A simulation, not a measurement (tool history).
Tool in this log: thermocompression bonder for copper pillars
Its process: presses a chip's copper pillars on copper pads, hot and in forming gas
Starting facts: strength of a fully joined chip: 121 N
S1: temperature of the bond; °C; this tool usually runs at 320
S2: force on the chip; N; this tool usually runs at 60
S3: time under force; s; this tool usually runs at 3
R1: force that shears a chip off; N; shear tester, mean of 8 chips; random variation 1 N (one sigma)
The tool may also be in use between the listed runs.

run   hour   S1  S2  S3    R1
  1    0.0  320  60   3  85.9
  2   26.5  294  60   3  70.6
  3   46.1  320  67   3  92.4
  4   69.9  320  65   3  89.0
  5   83.8  320  65   3  90.7
  6  100.3  320  48   3  72.6
  7  116.6  320  60   3  84.4
  8  144.3  320  60   3  84.8
  9  172.7  320  60   3  85.7
 10  202.0  320  60   3  84.1
 11  224.6  320  60   3  84.2
 12  238.4  306  47   4  67.4
 13  252.5  306  47   4  69.3
 14  281.0  333  57   2  80.1
 15  307.5  333  57   2  80.7
 16  335.2  333  57   2  79.7
 17  356.4  320  60   3  83.3
 18  374.7  305  39   3  51.3

The logged runs with the hidden state left out (each run's random variation unchanged):
Hidden state present: true temperature of the bond over the reading, C; force that reaches the chip, % of what is set; oxide that the forming gas leaves, % of the face; drift of the gauge itself on shear_n, %.
run    R1
  1  87.8
  2  72.4
  3  94.6
  4  91.3
  5  93.1
  6  74.7
  7  86.8
  8  87.4
  9  88.5
 10  86.9
 11  87.1
 12  70.1
 13  72.1
 14  83.2
 15  84.0
 16  83.2
 17  86.9
 18  54.0
